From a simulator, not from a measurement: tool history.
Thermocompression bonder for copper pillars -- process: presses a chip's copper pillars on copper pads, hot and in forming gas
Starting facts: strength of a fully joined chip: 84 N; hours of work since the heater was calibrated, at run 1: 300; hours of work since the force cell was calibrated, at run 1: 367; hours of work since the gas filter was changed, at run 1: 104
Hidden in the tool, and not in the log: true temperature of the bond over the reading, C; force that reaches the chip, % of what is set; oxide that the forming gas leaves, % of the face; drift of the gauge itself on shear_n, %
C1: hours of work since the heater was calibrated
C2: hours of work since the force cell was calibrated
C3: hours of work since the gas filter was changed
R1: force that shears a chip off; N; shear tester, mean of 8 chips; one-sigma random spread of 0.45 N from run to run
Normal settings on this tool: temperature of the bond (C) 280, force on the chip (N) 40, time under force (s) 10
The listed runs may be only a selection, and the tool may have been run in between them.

run 1 hour=0 | temperature_of_the_bond_(C)=280 force_on_the_chip_(N)=40 time_under_force_(s)=10 | C1=300 C2=367 C3=104 | R1=47.8
run 2 hour=6.5 | temperature_of_the_bond_(C)=280 force_on_the_chip_(N)=40 time_under_force_(s)=10 | C1=305 C2=372 C3=109 | R1=48.6
run 3 hour=14.7 | temperature_of_the_bond_(C)=280 force_on_the_chip_(N)=40 time_under_force_(s)=10 | C1=311 C2=378 C3=116 | R1=47.5
run 4 hour=22.4 | temperature_of_the_bond_(C)=280 force_on_the_chip_(N)=40 time_under_force_(s)=10 | C1=317 C2=384 C3=122 | R1=47.2
run 5 hour=30.4 | temperature_of_the_bond_(C)=280 force_on_the_chip_(N)=34 time_under_force_(s)=10 | C1=323 C2=390 C3=128 | R1=43.8
run 6 hour=35.5 | temperature_of_the_bond_(C)=280 force_on_the_chip_(N)=34 time_under_force_(s)=10 | C1=327 C2=394 C3=132 | R1=44.8
run 7 hour=43.2 | temperature_of_the_bond_(C)=280 force_on_the_chip_(N)=34 time_under_force_(s)=10 | C1=333 C2=400 C3=138 | R1=44.1
run 8 hour=52.3 | temperature_of_the_bond_(C)=280 force_on_the_chip_(N)=34 time_under_force_(s)=10 | C1=340 C2=407 C3=145 | R1=43.4
run 9 hour=58.8 | temperature_of_the_bond_(C)=280 force_on_the_chip_(N)=34 time_under_force_(s)=7 | C1=345 C2=412 C3=150 | R1=38.9
run 10 hour=64.3 | temperature_of_the_bond_(C)=280 force_on_the_chip_(N)=30 time_under_force_(s)=10 | C1=349 C2=416 C3=154 | R1=41.3
run 11 hour=73.6 | temperature_of_the_bond_(C)=280 force_on_the_chip_(N)=30 time_under_force_(s)=10 | C1=356 C2=423 C3=161 | R1=42.1
run 12 hour=77.7 | temperature_of_the_bond_(C)=280 force_on_the_chip_(N)=30 time_under_force_(s)=10 | C1=360 C2=426 C3=164 | R1=41.4
run 13 hour=86 | temperature_of_the_bond_(C)=280 force_on_the_chip_(N)=30 time_under_force_(s)=10 | C1=366 C2=433 C3=171 | R1=41.7
run 14 hour=90.6 | temperature_of_the_bond_(C)=280 force_on_the_chip_(N)=30 time_under_force_(s)=15 | C1=369 C2=436 C3=174 | R1=47.2
-- hour=93.5 heater calibrated with a thermocouple chip
run 15 hour=101.4 | temperature_of_the_bond_(C)=280 force_on_the_chip_(N)=30 time_under_force_(s)=15 | C1=6 C2=443 C3=181 | R1=46.9
run 16 hour=108.9 | temperature_of_the_bond_(C)=280 force_on_the_chip_(N)=30 time_under_force_(s)=15 | C1=12 C2=449 C3=187 | R1=46.3
run 17 hour=117.8 | temperature_of_the_bond_(C)=280 force_on_the_chip_(N)=40 time_under_force_(s)=10 | C1=19 C2=456 C3=194 | R1=46.3
run 18 hour=122.6 | temperature_of_the_bond_(C)=292 force_on_the_chip_(N)=40 time_under_force_(s)=10 | C1=22 C2=459 C3=197 | R1=51.9
run 19 hour=131.9 | temperature_of_the_bond_(C)=280 force_on_the_chip_(N)=40 time_under_force_(s)=17 | C1=30 C2=467 C3=205 | R1=53
run 20 hour=140.8 | temperature_of_the_bond_(C)=281 force_on_the_chip_(N)=40 time_under_force_(s)=17 | C1=36 C2=474 C3=211 | R1=54.7
run 21 hour=149.3 | temperature_of_the_bond_(C)=307 force_on_the_chip_(N)=52 time_under_force_(s)=8 | C1=43 C2=480 C3=218 | R1=59.4
-- hour=153.9 heater calibrated with a thermocouple chip, once more
run 22 hour=157.1 | temperature_of_the_bond_(C)=307 force_on_the_chip_(N)=35 time_under_force_(s)=8 | C1=2 C2=484 C3=222 | R1=53.3
run 23 hour=164.9 | temperature_of_the_bond_(C)=307 force_on_the_chip_(N)=35 time_under_force_(s)=8 | C1=8 C2=490 C3=228 | R1=53.8
run 24 hour=169 | temperature_of_the_bond_(C)=280 force_on_the_chip_(N)=40 time_under_force_(s)=7 | C1=12 C2=494 C3=232 | R1=42
run 25 hour=174.1 | temperature_of_the_bond_(C)=280 force_on_the_chip_(N)=40 time_under_force_(s)=7 | C1=16 C2=498 C3=236 | R1=41.1
run 26 hour=180 | temperature_of_the_bond_(C)=280 force_on_the_chip_(N)=40 time_under_force_(s)=7 | C1=20 C2=502 C3=240 | R1=41.6
run 27 hour=188.2 | temperature_of_the_bond_(C)=288 force_on_the_chip_(N)=32 time_under_force_(s)=5 | C1=26 C2=508 C3=246 | R1=36.9
run 28 hour=193.1 | temperature_of_the_bond_(C)=288 force_on_the_chip_(N)=32 time_under_force_(s)=5 | C1=30 C2=512 C3=250 | R1=36.9
run 29 hour=202.8 | temperature_of_the_bond_(C)=288 force_on_the_chip_(N)=32 time_under_force_(s)=5 | C1=38 C2=520 C3=258 | R1=36.7
run 30 hour=211.5 | temperature_of_the_bond_(C)=288 force_on_the_chip_(N)=32 time_under_force_(s)=5 | C1=44 C2=526 C3=264 | R1=36.7
run 31 hour=217 | temperature_of_the_bond_(C)=250 force_on_the_chip_(N)=40 time_under_force_(s)=11 | C1=49 C2=531 C3=269 | R1=33.8
-- hour=223.3 forming gas filter changed
run 32 hour=223.6 | temperature_of_the_bond_(C)=284 force_on_the_chip_(N)=58 time_under_force_(s)=11 | C1=53 C2=535 C3=0 | R1=60.5
run 33 hour=228.5 | temperature_of_the_bond_(C)=284 force_on_the_chip_(N)=58 time_under_force_(s)=11 | C1=57 C2=539 C3=4 | R1=60
run 34 hour=233 | temperature_of_the_bond_(C)=284 force_on_the_chip_(N)=58 time_under_force_(s)=11 | C1=61 C2=543 C3=7 | R1=60.1
run 35 hour=237.7 | temperature_of_the_bond_(C)=308 force_on_the_chip_(N)=25 time_under_force_(s)=10 | C1=64 C2=546 C3=11 | R1=54.9
run 36 hour=246.4 | temperature_of_the_bond_(C)=308 force_on_the_chip_(N)=25 time_under_force_(s)=10 | C1=71 C2=553 C3=18 | R1=54.4
run 37 hour=256.2 | temperature_of_the_bond_(C)=308 force_on_the_chip_(N)=31 time_under_force_(s)=7 | C1=78 C2=560 C3=25 | R1=52.8
run 38 hour=266.2 | temperature_of_the_bond_(C)=295 force_on_the_chip_(N)=42 time_under_force_(s)=24 | C1=86 C2=568 C3=33 | R1=69.3
run 39 hour=274.9 | temperature_of_the_bond_(C)=295 force_on_the_chip_(N)=42 time_under_force_(s)=24 | C1=93 C2=575 C3=40 | R1=69.9

Consider 5 possible next runs. They are alternatives, not a sequence: every one starts from the tool as it was left by run 39. What does each give?
run A hour=281.7 | temperature_of_the_bond_(C)=295 force_on_the_chip_(N)=53 time_under_force_(s)=24 | C1=98 C2=580 C3=45 | R1=?
run B hour=281.7 | temperature_of_the_bond_(C)=298 force_on_the_chip_(N)=40 time_under_force_(s)=6 | C1=98 C2=580 C3=45 | R1=?
run C hour=281.7 | temperature_of_the_bond_(C)=301 force_on_the_chip_(N)=40 time_under_force_(s)=8 | C1=98 C2=580 C3=45 | R1=?
run D hour=281.7 | temperature_of_the_bond_(C)=259 force_on_the_chip_(N)=42 time_under_force_(s)=6 | C1=98 C2=580 C3=45 | R1=?
run E hour=281.7 | temperature_of_the_bond_(C)=295 force_on_the_chip_(N)=45 time_under_force_(s)=24 | C1=98 C2=580 C3=45 | R1=?

run=A R1=71.8
run=B R1=50.2
run=C R1=55.7
run=D R1=31.9
run=E R1=69.3
With no hidden state in the tool, these same runs would have given:
run=A R1=73.9
run=B R1=52.5
run=C R1=58.2
run=D R1=33.9
run=E R1=71.5
